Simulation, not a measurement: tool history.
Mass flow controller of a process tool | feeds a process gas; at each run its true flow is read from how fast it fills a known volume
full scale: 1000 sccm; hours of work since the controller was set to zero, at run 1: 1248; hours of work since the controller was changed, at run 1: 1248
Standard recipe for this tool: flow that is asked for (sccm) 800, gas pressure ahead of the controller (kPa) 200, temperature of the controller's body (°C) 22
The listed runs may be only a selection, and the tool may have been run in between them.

| run | hour | flow that is asked for (sccm) | gas pressure ahead of the controller (kPa) | temperature of the controller's body (°C) | hours of work since the controller was set to zero | hours of work since the controller was changed | true flow (%) |
|---|---|---|---|---|---|---|---|
| 1 | 0.0 | 800 | 200 | 22 | 1248 | 1248 | 99.70 |
| 2 | 71.3 | 800 | 200 | 22 | 1278 | 1278 | 99.67 |
| 3 | 184.9 | 228 | 200 | 22 | 1325 | 1325 | 97.24 |
| 4 | 331.7 | 228 | 200 | 22 | 1386 | 1386 | 97.16 |
| 5 | 470.7 | 228 | 200 | 22 | 1443 | 1443 | 97.19 |
| 6 | 593.9 | 228 | 200 | 22 | 1494 | 1494 | 97.18 |
| 7 | 652.9 | 228 | 200 | 22 | 1519 | 1519 | 97.27 |
| 8 | 782.3 | 228 | 200 | 22 | 1572 | 1572 | 97.11 |
| 9 | 886.2 | 228 | 200 | 22 | 1615 | 1615 | 97.11 |
| 10 | 1012.5 | 800 | 200 | 26 | 1667 | 1667 | 99.40 |
| 11 | 1076.2 | 800 | 183 | 22 | 1694 | 1694 | 99.52 |
| 12 | 1139.8 | 960 | 200 | 22 | 1720 | 1720 | 100.18 |
| 13 | 1229.6 | 800 | 170 | 22 | 1757 | 1757 | 99.73 |
| 14 | 1308.0 | 800 | 200 | 22 | 1790 | 1790 | 99.71 |
| 15 | 1447.7 | 800 | 200 | 22 | 1848 | 1848 | 99.76 |
| 16 | 1526.1 | 800 | 200 | 22 | 1880 | 1880 | 99.57 |
| 17 | 1651.5 | 800 | 200 | 22 | 1932 | 1932 | 99.65 |
| 18 | 1794.7 | 800 | 220 | 22 | 1991 | 1991 | 99.64 |
| 19 | 1927.4 | 800 | 220 | 22 | 2046 | 2046 | 99.74 |
| 20 | 2072.5 | 800 | 220 | 22 | 2106 | 2106 | 99.76 |
| 21 | 2173.2 | 800 | 220 | 22 | 2148 | 2148 | 99.68 |
| 22 | 2246.4 | 250 | 200 | 22 | 2178 | 2178 | 97.00 |
| 23 | 2375.0 | 250 | 142 | 23 | 2232 | 2232 | 96.79 |
| 24 | 2505.0 | 250 | 142 | 23 | 2285 | 2285 | 96.71 |
| 25 | 2618.9 | 563 | 168 | 22 | 2333 | 2333 | 98.59 |
| 26 | 2755.7 | 563 | 168 | 22 | 2389 | 2389 | 98.57 |
| 27 | 2852.2 | 227 | 154 | 21 | 2429 | 2429 | 96.53 |
| 28 | 2976.5 | 181 | 247 | 30 | 2481 | 2481 | 95.58 |
| 29 | 3105.6 | 181 | 247 | 30 | 2534 | 2534 | 95.55 |
| 30 | 3174.7 | 800 | 255 | 25 | 2563 | 2563 | 99.53 |
| 31 | 3278.0 | 800 | 255 | 25 | 2605 | 2605 | 99.57 |
| 32 | 3409.7 | 718 | 148 | 27 | 2660 | 2660 | 98.73 |
| 33 | 3475.0 | 868 | 250 | 21 | 2687 | 2687 | 100.17 |
| 34 | 3556.7 | 104 | 207 | 22 | 2721 | 2721 | 94.07 |
| 35 | 3633.4 | 800 | 200 | 36 | 2753 | 2753 | 98.50 |
| 36 | 3720.3 | 800 | 200 | 36 | 2789 | 2789 | 98.48 |
| 37 | 3842.3 | 681 | 250 | 23 | 2839 | 2839 | 99.21 |
| 38 | 3945.4 | 732 | 239 | 38 | 2882 | 2882 | 98.08 |
| 39 | 4020.8 | 732 | 239 | 38 | 2913 | 2913 | 98.07 |
| 40 | 4119.8 | 800 | 152 | 26 | 2954 | 2954 | 99.11 |
| 41 | 4245.6 | 109 | 200 | 23 | 3006 | 3006 | 93.89 |

Here are 5 independent what-if runs from the current tool condition. What would each one return?
| A | 4380.8 | 379 | 269 | 21 | 3062 | 3062 | ? |
| B | 4380.8 | 284 | 279 | 21 | 3062 | 3062 | ? |
| C | 4380.8 | 124 | 227 | 23 | 3062 | 3062 | ? |
| D | 4380.8 | 141 | 241 | 22 | 3062 | 3062 | ? |
| E | 4380.8 | 607 | 164 | 35 | 3062 | 3062 | ? |

| run | true flow (%) |
|---|---|
| A | 97.96 |
| B | 97.26 |
| C | 94.44 |
| D | 95.03 |
| E | 97.66 |
Without the tool's hidden state the same runs would have given:
| run | true flow (%) |
|---|---|
| A | 98.57 |
| B | 98.26 |
| C | 97.48 |
| D | 97.64 |
| E | 97.82 |
